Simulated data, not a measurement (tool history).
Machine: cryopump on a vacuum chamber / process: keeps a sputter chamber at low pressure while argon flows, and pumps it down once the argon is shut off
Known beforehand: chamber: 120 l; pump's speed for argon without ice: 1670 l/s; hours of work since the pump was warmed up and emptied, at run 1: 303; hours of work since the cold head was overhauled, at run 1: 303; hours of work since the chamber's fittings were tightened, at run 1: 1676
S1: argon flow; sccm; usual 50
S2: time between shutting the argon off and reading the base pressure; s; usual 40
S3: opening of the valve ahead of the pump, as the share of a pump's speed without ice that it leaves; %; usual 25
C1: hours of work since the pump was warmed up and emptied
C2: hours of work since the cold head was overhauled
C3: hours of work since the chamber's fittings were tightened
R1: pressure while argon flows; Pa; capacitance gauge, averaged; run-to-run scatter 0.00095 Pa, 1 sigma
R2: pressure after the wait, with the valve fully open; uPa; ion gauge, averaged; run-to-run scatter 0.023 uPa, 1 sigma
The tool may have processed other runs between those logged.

run,hour,S1,S2,S3,C1,C2,C3,R1,R2
1,0,50,40,25,303,303,1676,0.2059,0.95
2,35.7,50,40,25,333,333,1705,0.2051,0.97
3,58.3,50,40,25,351,351,1724,0.2072,0.97
4,94,50,40,25,381,381,1753,0.2067,0.95
5,117.7,50,40,16,400,400,1773,0.3226,0.95
6,147.2,50,40,16,424,424,1797,0.3227,0.97
7,175.1,30,235,49,447,447,1820,0.0646,0.52
8,198.8,96,40,20,467,467,1839,0.4967,0.96
9,234,75,185,32,496,496,1868,0.2454,0.57
10,268.8,22,25,32,524,524,1897,0.0715,1.28

5 options for the next run, each taken on its own from the tool as it stands now. Forecast them:
A,294.4,27,30,54,545,545,1918,?,?
B,294.4,22,25,43,545,545,1918,?,?
C,294.4,63,75,45,545,545,1918,?,?
D,294.4,91,117,35,545,545,1918,?,?
E,294.4,22,27,32,545,545,1918,?,?

run,R1,R2
A,0.0534,1.15
B,0.0543,1.3
C,0.1487,0.72
D,0.2736,0.65
E,0.0717,1.25
Without the tool's hidden state the same runs would have given:
run,R1,R2
A,0.0504,0.89
B,0.0518,1.04
C,0.1416,0.46
D,0.2633,0.4
E,0.0692,0.99
